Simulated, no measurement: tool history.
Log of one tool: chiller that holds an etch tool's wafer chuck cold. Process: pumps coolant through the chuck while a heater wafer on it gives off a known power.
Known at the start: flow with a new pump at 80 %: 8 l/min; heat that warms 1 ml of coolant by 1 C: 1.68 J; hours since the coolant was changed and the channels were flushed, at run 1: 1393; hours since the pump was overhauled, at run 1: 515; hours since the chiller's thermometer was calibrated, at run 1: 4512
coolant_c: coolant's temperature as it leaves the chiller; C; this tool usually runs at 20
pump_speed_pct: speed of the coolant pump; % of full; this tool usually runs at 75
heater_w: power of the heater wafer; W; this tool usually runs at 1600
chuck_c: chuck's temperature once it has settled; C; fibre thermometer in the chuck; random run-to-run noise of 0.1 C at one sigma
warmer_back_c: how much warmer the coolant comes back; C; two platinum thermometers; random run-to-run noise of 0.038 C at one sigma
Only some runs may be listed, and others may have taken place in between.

run	hour	coolant_c	pump_speed_pct	heater_w	hours since the coolant was changed and the channels were flushed	hours since the pump was overhauled	hours since the chiller's thermometer was calibrated	chuck_c	warmer_back_c
1	0	20	75	1600	1393	515	4512	35.6	7.7
2	18.8	20	75	1600	1412	534	4531	35.7	7.63
3	57.9	20	75	1600	1451	573	4570	35.5	7.68
4	77.9	20	75	1600	1471	593	4590	35.7	7.63
# hour 84.6: coolant pump overhauled
5	116.6	20	75	1266	1505	32	4624	32.4	6.04
6	135.4	20	75	1266	1523	51	4643	32.3	6.05
7	161.9	20	75	1266	1550	77	4669	32.3	6.08
8	194.6	20	68	2277	1583	110	4702	44.1	12.02

Run 9 comes next. What will it give?
9	234.7	20	68	2277	1623	150	4742	?	?

chuck_c: 44.1 C
warmer_back_c: 11.98 C
Without the tool's hidden state the same run would have given chuck_c 44 C, warmer_back_c 11.92 C.

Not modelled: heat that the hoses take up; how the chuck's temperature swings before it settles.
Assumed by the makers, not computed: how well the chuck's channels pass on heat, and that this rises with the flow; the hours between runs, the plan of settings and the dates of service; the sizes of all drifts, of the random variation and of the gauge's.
